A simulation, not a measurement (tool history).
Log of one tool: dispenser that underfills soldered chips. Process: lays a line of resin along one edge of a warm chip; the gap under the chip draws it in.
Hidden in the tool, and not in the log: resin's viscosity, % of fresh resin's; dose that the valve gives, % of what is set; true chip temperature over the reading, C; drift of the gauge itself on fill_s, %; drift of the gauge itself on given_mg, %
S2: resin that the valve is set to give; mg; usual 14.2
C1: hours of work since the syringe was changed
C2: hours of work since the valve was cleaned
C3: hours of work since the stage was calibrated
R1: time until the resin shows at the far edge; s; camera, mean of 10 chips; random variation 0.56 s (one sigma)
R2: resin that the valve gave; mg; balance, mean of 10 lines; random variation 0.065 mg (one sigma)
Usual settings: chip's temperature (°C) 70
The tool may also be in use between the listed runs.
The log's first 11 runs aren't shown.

Run 12, hour 105.8: usual settings but S2 14 mg; C1 8; C2 41; C3 381. Result: R1 90 s, R2 13.58 mg.
At hour 109.3: new syringe of resin.
At hour 116.5: dispensing valve cleaned and set on the balance.
Run 13, hour 119.2: usual settings but S2 14 mg; C1 6; C2 2; C3 389. Result: R1 77.4 s, R2 14.06 mg.
At hour 126.9: new syringe of resin.
Run 14, hour 126.9: usual settings but S2 15.6 mg; C1 0; C2 7; C3 394. Result: R1 50.7 s, R2 15.5 mg.
Run 15, hour 132.5: usual settings; C1 4; C2 10; C3 398. Result: R1 67 s, R2 14.14 mg.
Run 16, hour 139.2: usual settings; C1 8; C2 15; C3 402. Result: R1 89.2 s, R2 13.96 mg.
At hour 143.8: new syringe of resin.
Run 17, hour 146: usual settings; C1 1; C2 19; C3 407. Result: R1 59.5 s, R2 14.05 mg.
Run 18, hour 152.4: usual settings but chip's temperature (°C) 84, S2 16.7 mg; C1 6; C2 23; C3 411. Result: R1 46.1 s, R2 16.5 mg.
At hour 160.7: new syringe of resin.
Run 19, hour 161.6: usual settings but chip's temperature (°C) 78, S2 12.9 mg; C1 1; C2 29; C3 417. Result: R1 42.5 s, R2 12.59 mg.
Run 20, hour 173.9: usual settings but chip's temperature (°C) 78, S2 12.9 mg; C1 9; C2 38; C3 425. Result: R1 72.1 s, R2 12.56 mg.
At hour 177.4: new syringe of resin.
Run 21, hour 179.7: usual settings but chip's temperature (°C) 78, S2 12.9 mg; C1 2; C2 41; C3 429. Result: R1 44.9 s, R2 12.46 mg.
Run 22, hour 185.7: usual settings but chip's temperature (°C) 78, S2 12.9 mg; C1 6; C2 45; C3 433. Result: R1 60.7 s, R2 12.54 mg.
At hour 190.1: dispensing valve cleaned and set on the balance.
Run 23, hour 193.6: usual settings but chip's temperature (°C) 78, S2 12.9 mg; C1 10; C2 2; C3 437. Result: R1 80.2 s, R2 12.9 mg.
At hour 194.6: new syringe of resin.
Run 24, hour 201.6: usual settings but chip's temperature (°C) 71, S2 13.7 mg; C1 5; C2 7; C3 442. Result: R1 70 s, R2 13.7 mg.
Run 25, hour 208.3: usual settings but S2 16.8 mg; C1 9; C2 12; C3 447. Result: R1 94.3 s, R2 16.67 mg.

Forecast run 26:
At hour 211.3: new syringe of resin.
Run 26, hour 216.4: usual settings but chip's temperature (°C) 78, S2 16.3 mg; C1 3; C2 17; C3 452. Result: R1 ?, R2 ?.

{"run 26": {"R1": 48.8, "R2": 15.98}}
Without the tool's hidden state the same run would have given R1 35.4 s, R2 16.17 mg.
